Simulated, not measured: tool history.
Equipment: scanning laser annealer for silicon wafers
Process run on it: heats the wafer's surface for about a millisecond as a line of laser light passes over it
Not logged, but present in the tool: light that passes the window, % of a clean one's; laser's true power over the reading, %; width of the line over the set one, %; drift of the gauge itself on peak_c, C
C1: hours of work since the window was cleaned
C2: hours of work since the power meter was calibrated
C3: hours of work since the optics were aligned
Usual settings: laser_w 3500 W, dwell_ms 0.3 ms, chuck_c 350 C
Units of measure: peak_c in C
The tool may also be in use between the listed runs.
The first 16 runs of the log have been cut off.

{"hour": 984.6, "done": "window over the wafer cleaned"}
{"run": 17, "hour": 1025.3, "laser_w": 3500, "dwell_ms": 0.3, "chuck_c": 350, "C1": 30, "C2": 1561, "C3": 286, "peak_c": 1183}
{"run": 18, "hour": 1100.5, "laser_w": 3500, "dwell_ms": 0.3, "chuck_c": 350, "C1": 85, "C2": 1616, "C3": 342, "peak_c": 1177}
{"run": 19, "hour": 1150.8, "laser_w": 3274, "dwell_ms": 0.347, "chuck_c": 319, "C1": 122, "C2": 1653, "C3": 378, "peak_c": 1139}
{"run": 20, "hour": 1188.9, "laser_w": 3500, "dwell_ms": 0.279, "chuck_c": 369, "C1": 150, "C2": 1681, "C3": 406, "peak_c": 1158}
{"run": 21, "hour": 1243.3, "laser_w": 3500, "dwell_ms": 0.279, "chuck_c": 369, "C1": 189, "C2": 1720, "C3": 446, "peak_c": 1151}
{"run": 22, "hour": 1297.2, "laser_w": 3500, "dwell_ms": 0.279, "chuck_c": 369, "C1": 229, "C2": 1760, "C3": 486, "peak_c": 1147}
{"run": 23, "hour": 1368.4, "laser_w": 3500, "dwell_ms": 0.347, "chuck_c": 313, "C1": 281, "C2": 1812, "C3": 538, "peak_c": 1177}
{"run": 24, "hour": 1432.4, "laser_w": 3243, "dwell_ms": 0.264, "chuck_c": 386, "C1": 328, "C2": 1859, "C3": 585, "peak_c": 1072}
{"hour": 1471.7, "done": "window over the wafer cleaned"}
{"run": 25, "hour": 1502.7, "laser_w": 3524, "dwell_ms": 0.319, "chuck_c": 383, "C1": 23, "C2": 1909, "C3": 635, "peak_c": 1249}
{"run": 26, "hour": 1578.3, "laser_w": 3691, "dwell_ms": 0.322, "chuck_c": 383, "C1": 78, "C2": 1964, "C3": 690, "peak_c": 1290}
{"run": 27, "hour": 1655.1, "laser_w": 3608, "dwell_ms": 0.298, "chuck_c": 383, "C1": 134, "C2": 2021, "C3": 746, "peak_c": 1226}
{"run": 28, "hour": 1702.2, "laser_w": 3608, "dwell_ms": 0.298, "chuck_c": 383, "C1": 169, "C2": 2055, "C3": 781, "peak_c": 1223}
{"run": 29, "hour": 1768.7, "laser_w": 3608, "dwell_ms": 0.298, "chuck_c": 383, "C1": 218, "C2": 2104, "C3": 829, "peak_c": 1214}
{"run": 30, "hour": 1847.2, "laser_w": 3432, "dwell_ms": 0.294, "chuck_c": 350, "C1": 275, "C2": 2161, "C3": 887, "peak_c": 1128}
{"run": 31, "hour": 1924.0, "laser_w": 3432, "dwell_ms": 0.294, "chuck_c": 350, "C1": 331, "C2": 2217, "C3": 943, "peak_c": 1120}
{"hour": 1958.6, "done": "window over the wafer cleaned"}
{"run": 32, "hour": 1989.7, "laser_w": 3472, "dwell_ms": 0.247, "chuck_c": 350, "C1": 23, "C2": 2264, "C3": 990, "peak_c": 1095}
{"run": 33, "hour": 2070.3, "laser_w": 3712, "dwell_ms": 0.3, "chuck_c": 350, "C1": 82, "C2": 2323, "C3": 1049, "peak_c": 1231}
{"run": 34, "hour": 2131.8, "laser_w": 3437, "dwell_ms": 0.3, "chuck_c": 316, "C1": 127, "C2": 2368, "C3": 1094, "peak_c": 1121}
{"run": 35, "hour": 2215.9, "laser_w": 3171, "dwell_ms": 0.354, "chuck_c": 356, "C1": 188, "C2": 2430, "C3": 1155, "peak_c": 1152}
{"run": 36, "hour": 2281.1, "laser_w": 3171, "dwell_ms": 0.354, "chuck_c": 356, "C1": 236, "C2": 2478, "C3": 1203, "peak_c": 1143}

3 ways to go on from here, each from the tool as it stands after run 36. What would each give?
{"run": "A", "hour": 2365.1, "laser_w": 3500, "dwell_ms": 0.26, "chuck_c": 350, "C1": 298, "C2": 2539, "C3": 1265, "peak_c": "?"}
{"run": "B", "hour": 2365.1, "laser_w": 3171, "dwell_ms": 0.354, "chuck_c": 353, "C1": 298, "C2": 2539, "C3": 1265, "peak_c": "?"}
{"run": "C", "hour": 2365.1, "laser_w": 3171, "dwell_ms": 0.235, "chuck_c": 332, "C1": 298, "C2": 2539, "C3": 1265, "peak_c": "?"}

run=A peak_c=1093
run=B peak_c=1135
run=C peak_c=962
With the hidden condition removed and each run's random variation left untouched, the same runs would have given:
run=A peak_c=1127
run=B peak_c=1171
run=C peak_c=991
